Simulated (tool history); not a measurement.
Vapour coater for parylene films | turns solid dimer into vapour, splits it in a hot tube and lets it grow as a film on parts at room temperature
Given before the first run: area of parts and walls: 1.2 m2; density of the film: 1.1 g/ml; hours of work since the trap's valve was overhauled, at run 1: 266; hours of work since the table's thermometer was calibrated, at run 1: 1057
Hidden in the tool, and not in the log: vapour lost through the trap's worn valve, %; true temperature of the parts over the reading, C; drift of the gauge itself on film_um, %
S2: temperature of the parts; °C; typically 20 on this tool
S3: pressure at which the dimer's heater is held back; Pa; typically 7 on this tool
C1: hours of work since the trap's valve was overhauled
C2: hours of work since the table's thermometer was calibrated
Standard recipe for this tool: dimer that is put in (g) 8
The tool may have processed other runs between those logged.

{"run": 1, "hour": 0.0, "dimer that is put in (g)": 8, "S2": 20, "S3": 7, "C1": 266, "C2": 1057, "thickness of the film (um)": 3.5}
{"run": 2, "hour": 29.3, "dimer that is put in (g)": 8, "S2": 20, "S3": 7, "C1": 281, "C2": 1072, "thickness of the film (um)": 3.45}
{"run": 3, "hour": 71.4, "dimer that is put in (g)": 3, "S2": 20, "S3": 7, "C1": 302, "C2": 1093, "thickness of the film (um)": 1.33}
{"run": 4, "hour": 121.5, "dimer that is put in (g)": 8, "S2": 15, "S3": 7, "C1": 328, "C2": 1118, "thickness of the film (um)": 4.19}
{"run": 5, "hour": 178.2, "dimer that is put in (g)": 8, "S2": 15, "S3": 7, "C1": 356, "C2": 1147, "thickness of the film (um)": 4.09}
{"run": 6, "hour": 213.8, "dimer that is put in (g)": 8, "S2": 15, "S3": 7, "C1": 374, "C2": 1165, "thickness of the film (um)": 4.11}
{"hour": 255.7, "done": "trap's valve overhauled"}
{"run": 7, "hour": 273.5, "dimer that is put in (g)": 8, "S2": 20, "S3": 7.52, "C1": 9, "C2": 1193, "thickness of the film (um)": 2.9}
{"run": 8, "hour": 324.9, "dimer that is put in (g)": 8, "S2": 20, "S3": 7.52, "C1": 35, "C2": 1218, "thickness of the film (um)": 2.85}
{"run": 9, "hour": 371.8, "dimer that is put in (g)": 8, "S2": 20, "S3": 7.52, "C1": 58, "C2": 1242, "thickness of the film (um)": 2.82}
{"hour": 415.0, "done": "trap's valve overhauled, once more"}
{"run": 10, "hour": 417.4, "dimer that is put in (g)": 8, "S2": 20, "S3": 7.52, "C1": 1, "C2": 1263, "thickness of the film (um)": 3.85}
{"run": 11, "hour": 471.9, "dimer that is put in (g)": 8, "S2": 20, "S3": 7, "C1": 29, "C2": 1290, "thickness of the film (um)": 3.85}
{"run": 12, "hour": 502.2, "dimer that is put in (g)": 8, "S2": 20, "S3": 7, "C1": 44, "C2": 1306, "thickness of the film (um)": 3.74}
{"run": 13, "hour": 548.2, "dimer that is put in (g)": 8, "S2": 20, "S3": 7, "C1": 67, "C2": 1329, "thickness of the film (um)": 3.8}
{"run": 14, "hour": 580.4, "dimer that is put in (g)": 8, "S2": 31, "S3": 7, "C1": 83, "C2": 1345, "thickness of the film (um)": 2.45}
{"run": 15, "hour": 612.5, "dimer that is put in (g)": 8, "S2": 31, "S3": 7, "C1": 99, "C2": 1361, "thickness of the film (um)": 2.45}
{"run": 16, "hour": 656.2, "dimer that is put in (g)": 4, "S2": 20, "S3": 7, "C1": 121, "C2": 1383, "thickness of the film (um)": 1.89}
{"run": 17, "hour": 686.2, "dimer that is put in (g)": 4, "S2": 20, "S3": 7, "C1": 136, "C2": 1398, "thickness of the film (um)": 1.84}
{"run": 18, "hour": 720.6, "dimer that is put in (g)": 4, "S2": 20, "S3": 7, "C1": 154, "C2": 1416, "thickness of the film (um)": 1.84}
{"run": 19, "hour": 744.5, "dimer that is put in (g)": 4, "S2": 20, "S3": 7, "C1": 166, "C2": 1428, "thickness of the film (um)": 1.81}
{"run": 20, "hour": 789.7, "dimer that is put in (g)": 9, "S2": 20, "S3": 7, "C1": 189, "C2": 1450, "thickness of the film (um)": 4.07}
{"run": 21, "hour": 826.6, "dimer that is put in (g)": 9, "S2": 20, "S3": 7, "C1": 207, "C2": 1469, "thickness of the film (um)": 4}
{"run": 22, "hour": 879.8, "dimer that is put in (g)": 9, "S2": 20, "S3": 7, "C1": 234, "C2": 1496, "thickness of the film (um)": 3.97}
{"run": 23, "hour": 915.9, "dimer that is put in (g)": 8, "S2": 20, "S3": 7, "C1": 252, "C2": 1514, "thickness of the film (um)": 3.56}
{"run": 24, "hour": 947.5, "dimer that is put in (g)": 8, "S2": 20, "S3": 7, "C1": 268, "C2": 1530, "thickness of the film (um)": 3.46}
{"run": 25, "hour": 1003.5, "dimer that is put in (g)": 8, "S2": 20, "S3": 7, "C1": 296, "C2": 1558, "thickness of the film (um)": 3.5}
{"run": 26, "hour": 1046.2, "dimer that is put in (g)": 11, "S2": 20, "S3": 7, "C1": 318, "C2": 1579, "thickness of the film (um)": 4.64}
{"run": 27, "hour": 1085.2, "dimer that is put in (g)": 8, "S2": 20, "S3": 3.61, "C1": 337, "C2": 1599, "thickness of the film (um)": 3.77}
{"run": 28, "hour": 1139.5, "dimer that is put in (g)": 8, "S2": 26, "S3": 7, "C1": 365, "C2": 1626, "thickness of the film (um)": 2.58}
{"run": 29, "hour": 1189.9, "dimer that is put in (g)": 4, "S2": 15, "S3": 2.34, "C1": 390, "C2": 1652, "thickness of the film (um)": 2.43}
{"hour": 1200.9, "done": "trap's valve overhauled"}
{"run": 30, "hour": 1250.1, "dimer that is put in (g)": 3, "S2": 15, "S3": 6.38, "C1": 25, "C2": 1680, "thickness of the film (um)": 1.8}
{"run": 31, "hour": 1274.7, "dimer that is put in (g)": 3, "S2": 15, "S3": 6.38, "C1": 37, "C2": 1692, "thickness of the film (um)": 1.79}
{"run": 32, "hour": 1299.5, "dimer that is put in (g)": 5, "S2": 25, "S3": 6.38, "C1": 50, "C2": 1705, "thickness of the film (um)": 1.98}
{"run": 33, "hour": 1350.4, "dimer that is put in (g)": 11, "S2": 13, "S3": 3.97, "C1": 75, "C2": 1730, "thickness of the film (um)": 7.38}
{"run": 34, "hour": 1382.7, "dimer that is put in (g)": 3, "S2": 15, "S3": 4.94, "C1": 92, "C2": 1747, "thickness of the film (um)": 1.77}
{"run": 35, "hour": 1420.9, "dimer that is put in (g)": 3, "S2": 15, "S3": 4.94, "C1": 111, "C2": 1766, "thickness of the film (um)": 1.79}
{"run": 36, "hour": 1472.1, "dimer that is put in (g)": 3, "S2": 30, "S3": 8.8, "C1": 136, "C2": 1792, "thickness of the film (um)": 0.86}
{"run": 37, "hour": 1507.7, "dimer that is put in (g)": 3, "S2": 30, "S3": 8.8, "C1": 154, "C2": 1810, "thickness of the film (um)": 0.88}
{"run": 38, "hour": 1533.7, "dimer that is put in (g)": 9, "S2": 24, "S3": 7, "C1": 167, "C2": 1823, "thickness of the film (um)": 3.48}
{"run": 39, "hour": 1557.3, "dimer that is put in (g)": 8, "S2": 24, "S3": 9.63, "C1": 179, "C2": 1835, "thickness of the film (um)": 2.97}
{"run": 40, "hour": 1585.1, "dimer that is put in (g)": 4, "S2": 22, "S3": 4.03, "C1": 193, "C2": 1848, "thickness of the film (um)": 1.79}
{"run": 41, "hour": 1633.4, "dimer that is put in (g)": 8, "S2": 16, "S3": 4.03, "C1": 218, "C2": 1873, "thickness of the film (um)": 4.5}
{"run": 42, "hour": 1675.9, "dimer that is put in (g)": 8, "S2": 16, "S3": 4.03, "C1": 239, "C2": 1894, "thickness of the film (um)": 4.49}
{"run": 43, "hour": 1708.9, "dimer that is put in (g)": 8, "S2": 16, "S3": 4.03, "C1": 256, "C2": 1911, "thickness of the film (um)": 4.38}
{"run": 44, "hour": 1754.8, "dimer that is put in (g)": 8, "S2": 16, "S3": 4.03, "C1": 279, "C2": 1934, "thickness of the film (um)": 4.38}
{"run": 45, "hour": 1799.3, "dimer that is put in (g)": 8, "S2": 16, "S3": 4.03, "C1": 301, "C2": 1956, "thickness of the film (um)": 4.28}
{"run": 46, "hour": 1835.1, "dimer that is put in (g)": 8, "S2": 18, "S3": 7, "C1": 319, "C2": 1974, "thickness of the film (um)": 3.7}

Some steps in thickness of the film (um) between neighbouring runs. How much of each would the tool show without its hidden state too (settings, what came in, random variation), and how much is left for the hidden state, with any gauge scatter that isn't in both results?
Run 3 -> 4: dimer that is put in (g) 3 -> 8, S2 20 -> 15. thickness of the film (um) +2.86: hidden state -0.47, all else +3.33.
Run 9 -> 10: trap's valve overhauled, once more. thickness of the film (um) +1.03: hidden state +0.99, all else +0.04.
Run 29 -> 30: dimer that is put in (g) 4 -> 3, S3 2.34 -> 6.38, trap's valve overhauled. thickness of the film (um) -0.63: hidden state +0.43, all else -1.06.
Run 32 -> 33: dimer that is put in (g) 5 -> 11, S2 25 -> 13, S3 6.38 -> 3.97. thickness of the film (um) +5.4: hidden state -0.3, all else +5.7.
Run 33 -> 34: dimer that is put in (g) 11 -> 3, S2 13 -> 15, S3 3.97 -> 4.94. thickness of the film (um) -5.61: hidden state +0.29, all else -5.9.

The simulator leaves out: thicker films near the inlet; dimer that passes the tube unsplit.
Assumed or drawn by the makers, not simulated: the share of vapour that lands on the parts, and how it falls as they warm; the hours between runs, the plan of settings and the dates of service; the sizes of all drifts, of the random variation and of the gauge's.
